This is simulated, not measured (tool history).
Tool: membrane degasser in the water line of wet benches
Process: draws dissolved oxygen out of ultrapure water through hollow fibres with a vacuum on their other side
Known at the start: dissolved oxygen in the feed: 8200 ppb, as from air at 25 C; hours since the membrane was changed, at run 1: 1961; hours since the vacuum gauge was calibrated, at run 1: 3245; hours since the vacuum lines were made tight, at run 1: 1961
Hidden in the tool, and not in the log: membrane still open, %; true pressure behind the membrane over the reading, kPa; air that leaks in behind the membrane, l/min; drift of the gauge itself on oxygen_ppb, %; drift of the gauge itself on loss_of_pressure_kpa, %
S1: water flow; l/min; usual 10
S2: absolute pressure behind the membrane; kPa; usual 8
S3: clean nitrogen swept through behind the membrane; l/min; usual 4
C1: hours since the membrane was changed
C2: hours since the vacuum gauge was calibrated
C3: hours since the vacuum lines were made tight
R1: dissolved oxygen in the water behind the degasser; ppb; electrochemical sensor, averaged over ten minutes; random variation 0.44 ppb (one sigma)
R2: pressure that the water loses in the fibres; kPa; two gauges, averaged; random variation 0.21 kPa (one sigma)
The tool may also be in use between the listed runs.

{"run": 1, "hour": 0.0, "S1": 10, "S2": 8, "S3": 4, "C1": 1961, "C2": 3245, "C3": 1961, "R1": 32.2, "R2": 50.55}
{"run": 2, "hour": 40.7, "S1": 13, "S2": 8, "S3": 4, "C1": 2002, "C2": 3286, "C3": 2002, "R1": 46.8, "R2": 65.12}
{"run": 3, "hour": 100.3, "S1": 10, "S2": 8, "S3": 4, "C1": 2062, "C2": 3345, "C3": 2062, "R1": 33.2, "R2": 50.06}
{"run": 4, "hour": 144.5, "S1": 10, "S2": 8, "S3": 4, "C1": 2106, "C2": 3390, "C3": 2106, "R1": 32.7, "R2": 50.44}
{"run": 5, "hour": 183.3, "S1": 10, "S2": 8, "S3": 4, "C1": 2145, "C2": 3428, "C3": 2145, "R1": 32, "R2": 50.16}
{"run": 6, "hour": 225.6, "S1": 14, "S2": 9.85, "S3": 2.67, "C1": 2187, "C2": 3471, "C3": 2187, "R1": 96.4, "R2": 70.36}
{"run": 7, "hour": 282.0, "S1": 14, "S2": 9.85, "S3": 2.67, "C1": 2243, "C2": 3527, "C3": 2243, "R1": 96.4, "R2": 70.19}
{"run": 8, "hour": 317.2, "S1": 10, "S2": 12.09, "S3": 4.45, "C1": 2278, "C2": 3562, "C3": 2278, "R1": 51.9, "R2": 49.99}
{"run": 9, "hour": 353.0, "S1": 9, "S2": 8, "S3": 9.47, "C1": 2314, "C2": 3598, "C3": 2314, "R1": 12.7, "R2": 44.72}
{"run": 10, "hour": 400.3, "S1": 9, "S2": 15.14, "S3": 2.89, "C1": 2362, "C2": 3645, "C3": 2362, "R1": 92.1, "R2": 44.82}

Hidden state or all else? Some run-to-run changes of R2, split into what the settings, what came in and random variation would give without the hidden state, and what is left for the hidden state (with any gauge scatter that isn't in both results):
Run 5 -> 6: S1 10 -> 14, S2 8 -> 9.85, S3 4 -> 2.67. R2 +20.2 kPa: hidden state -0.18, all else +20.38.
